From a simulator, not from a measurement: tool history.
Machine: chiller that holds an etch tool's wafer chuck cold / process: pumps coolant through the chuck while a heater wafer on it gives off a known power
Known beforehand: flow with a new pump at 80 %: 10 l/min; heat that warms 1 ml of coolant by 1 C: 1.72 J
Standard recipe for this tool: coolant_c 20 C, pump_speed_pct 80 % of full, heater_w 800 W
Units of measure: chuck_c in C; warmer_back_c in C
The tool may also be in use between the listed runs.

Run 1, hour 0: usual settings. Result: chuck_c 26.5 C, warmer_back_c 2.85 C.
Run 2, hour 25.7: usual settings. Result: chuck_c 26.5 C, warmer_back_c 2.83 C.
Run 3, hour 44.9: usual settings but pump_speed_pct 92 % of full. Result: chuck_c 26.1 C, warmer_back_c 2.45 C.
Run 4, hour 78.2: usual settings but pump_speed_pct 92 % of full. Result: chuck_c 25.9 C, warmer_back_c 2.51 C.
Run 5, hour 110.4: usual settings. Result: chuck_c 26.5 C, warmer_back_c 2.84 C.
Run 6, hour 134.4: usual settings. Result: chuck_c 26.6 C, warmer_back_c 2.79 C.
Run 7, hour 167.4: usual settings. Result: chuck_c 26.5 C, warmer_back_c 2.86 C.
Run 8, hour 200: usual settings. Result: chuck_c 26.6 C, warmer_back_c 2.86 C.
Run 9, hour 237.3: usual settings. Result: chuck_c 26.8 C, warmer_back_c 2.89 C.
Run 10, hour 260.4: usual settings. Result: chuck_c 26.5 C, warmer_back_c 2.85 C.
Run 11, hour 299.4: usual settings but coolant_c 11 C, pump_speed_pct 66 % of full, heater_w 471 W. Result: chuck_c 15.6 C, warmer_back_c 2.06 C.
Run 12, hour 329.8: usual settings but coolant_c 27 C, pump_speed_pct 68 % of full, heater_w 471 W. Result: chuck_c 31.5 C, warmer_back_c 2.06 C.
Run 13, hour 355.6: usual settings but coolant_c 23 C, heater_w 467 W. Result: chuck_c 26.9 C, warmer_back_c 1.67 C.
At hour 361.9: chiller's thermometer calibrated.
Run 14, hour 394.4: usual settings but heater_w 1091 W. Result: chuck_c 28 C, warmer_back_c 3.89 C.
Run 15, hour 424.1: usual settings but coolant_c 12 C, pump_speed_pct 76 % of full, heater_w 771 W. Result: chuck_c 18 C, warmer_back_c 2.87 C.
At hour 465: coolant changed, channels flushed.
Run 16, hour 465.3: usual settings but coolant_c 12 C, pump_speed_pct 76 % of full, heater_w 771 W. Result: chuck_c 17.2 C, warmer_back_c 2.94 C.

Below are 4 alternative next runs, each starting from the tool's condition after run 16. Predict each:
Run A, hour 490.1: usual settings but coolant_c 14 C, pump_speed_pct 79 % of full, heater_w 609 W. Result: chuck_c ?, warmer_back_c ?.
Run B, hour 490.1: usual settings but coolant_c 10 C, pump_speed_pct 68 % of full, heater_w 697 W. Result: chuck_c ?, warmer_back_c ?.
Run C, hour 490.1: usual settings but coolant_c 12 C, pump_speed_pct 87 % of full, heater_w 780 W. Result: chuck_c ?, warmer_back_c ?.
Run D, hour 490.1: usual settings but coolant_c 10 C, pump_speed_pct 90 % of full, heater_w 605 W. Result: chuck_c ?, warmer_back_c ?.

run  chuck_c  warmer_back_c
  A     18.2           2.22
  B     15.4           2.94
  C     16.8           2.59
  D     13.7           1.92
With no hidden state in the tool, these same runs would have given:
run  chuck_c  warmer_back_c
  A     18.1           2.15
  B     15.3           2.85
  C     16.7           2.51
  D     13.6           1.86
